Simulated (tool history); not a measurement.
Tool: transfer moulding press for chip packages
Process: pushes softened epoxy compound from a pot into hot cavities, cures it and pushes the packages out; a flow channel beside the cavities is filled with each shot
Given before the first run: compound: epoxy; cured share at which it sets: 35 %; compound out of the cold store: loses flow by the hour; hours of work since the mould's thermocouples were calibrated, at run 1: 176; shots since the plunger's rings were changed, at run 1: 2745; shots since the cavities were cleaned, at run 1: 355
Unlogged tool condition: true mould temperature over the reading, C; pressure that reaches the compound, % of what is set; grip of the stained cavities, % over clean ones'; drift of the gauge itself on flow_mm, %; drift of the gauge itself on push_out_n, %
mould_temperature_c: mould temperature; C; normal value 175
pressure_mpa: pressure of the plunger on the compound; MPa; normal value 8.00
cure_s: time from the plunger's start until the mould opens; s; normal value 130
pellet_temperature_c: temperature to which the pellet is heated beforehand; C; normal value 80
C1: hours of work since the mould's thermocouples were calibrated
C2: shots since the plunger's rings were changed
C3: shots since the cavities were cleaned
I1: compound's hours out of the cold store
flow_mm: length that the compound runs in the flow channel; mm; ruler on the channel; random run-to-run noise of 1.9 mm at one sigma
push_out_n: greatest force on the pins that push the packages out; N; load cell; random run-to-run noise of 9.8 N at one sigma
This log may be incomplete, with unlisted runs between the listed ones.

Run 1, hour 0.0: usual settings; C1 176; C2 2745; C3 355; I1 34.4. Result: flow_mm 479 mm, push_out_n 432 N.
Run 2, hour 30.9: usual settings but pellet_temperature_c 84 C; C1 191; C2 2981; C3 591; I1 9.9. Result: flow_mm 526 mm, push_out_n 445 N.
Run 3, hour 59.7: usual settings but cure_s 150 s, pellet_temperature_c 84 C; C1 205; C2 3201; C3 811; I1 16.2. Result: flow_mm 520 mm, push_out_n 406 N.
Run 4, hour 86.2: usual settings but cure_s 150 s, pellet_temperature_c 84 C; C1 218; C2 3404; C3 1014; I1 31.6. Result: flow_mm 487 mm, push_out_n 390 N.
At hour 95.2: cavities cleaned with cleaning compound and waxed.
Run 5, hour 121.2: usual settings but pressure_mpa 6.17 MPa; C1 234; C2 3659; C3 198; I1 25.1. Result: flow_mm 438 mm, push_out_n 443 N.
Run 6, hour 149.7: usual settings but pressure_mpa 6.17 MPa; C1 248; C2 3877; C3 416; I1 35.0. Result: flow_mm 423 mm, push_out_n 433 N.
Run 7, hour 173.1: usual settings but pressure_mpa 6.17 MPa; C1 260; C2 4056; C3 595; I1 8.4. Result: flow_mm 471 mm, push_out_n 438 N.
Run 8, hour 197.5: usual settings but pressure_mpa 6.17 MPa; C1 272; C2 4243; C3 782; I1 38.3. Result: flow_mm 418 mm, push_out_n 457 N.
Run 9, hour 230.7: usual settings but pressure_mpa 6.17 MPa; C1 288; C2 4496; C3 1035; I1 25.5. Result: flow_mm 435 mm, push_out_n 429 N.
At hour 238.6: cavities cleaned with cleaning compound and waxed.
Run 10, hour 262.7: usual settings; C1 303; C2 4729; C3 184; I1 15.8. Result: flow_mm 517 mm, push_out_n 453 N.
Run 11, hour 280.3: usual settings; C1 311; C2 4864; C3 319; I1 45.4. Result: flow_mm 458 mm, push_out_n 428 N.
Run 12, hour 312.6: usual settings; C1 327; C2 5110; C3 565; I1 43.3. Result: flow_mm 468 mm, push_out_n 435 N.
Run 13, hour 332.5: usual settings; C1 337; C2 5263; C3 718; I1 47.1. Result: flow_mm 457 mm, push_out_n 434 N.
Run 14, hour 367.2: usual settings but mould_temperature_c 174 C, pressure_mpa 8.76 MPa, cure_s 143 s, pellet_temperature_c 79 C; C1 354; C2 5528; C3 983; I1 20.6. Result: flow_mm 537 mm, push_out_n 421 N.
At hour 380.0: cavities cleaned with cleaning compound and waxed.
Run 15, hour 395.7: usual settings but mould_temperature_c 177 C, pellet_temperature_c 82 C; C1 367; C2 5734; C3 120; I1 17.0. Result: flow_mm 507 mm, push_out_n 385 N.
Run 16, hour 421.5: usual settings but mould_temperature_c 177 C, pellet_temperature_c 82 C; C1 380; C2 5931; C3 317; I1 9.7. Result: flow_mm 523 mm, push_out_n 423 N.
Run 17, hour 442.0: usual settings but mould_temperature_c 176 C, pellet_temperature_c 73 C; C1 390; C2 6088; C3 474; I1 21.9. Result: flow_mm 502 mm, push_out_n 433 N.
At hour 462.9: mould's thermocouples calibrated.
At hour 465.4: plunger's sealing rings changed.
Run 18, hour 476.0: usual settings but mould_temperature_c 170 C, pressure_mpa 6.37 MPa; C1 5; C2 81; C3 699; I1 32.9. Result: flow_mm 441 mm, push_out_n 611 N.
Run 19, hour 500.1: usual settings but pressure_mpa 7.23 MPa, cure_s 162 s; C1 17; C2 265; C3 883; I1 22.1. Result: flow_mm 478 mm, push_out_n 387 N.

For run 20, what comes out?
Run 20, hour 517.0: usual settings but mould_temperature_c 180 C, cure_s 149 s; C1 25; C2 394; C3 1012; I1 25.1. Result: flow_mm ?, push_out_n ?.

flow_mm: 487 mm
push_out_n: 369 N
If the tool had no hidden condition, the same run with the same run-to-run variation would have returned flow_mm 487 mm, push_out_n 363 N.
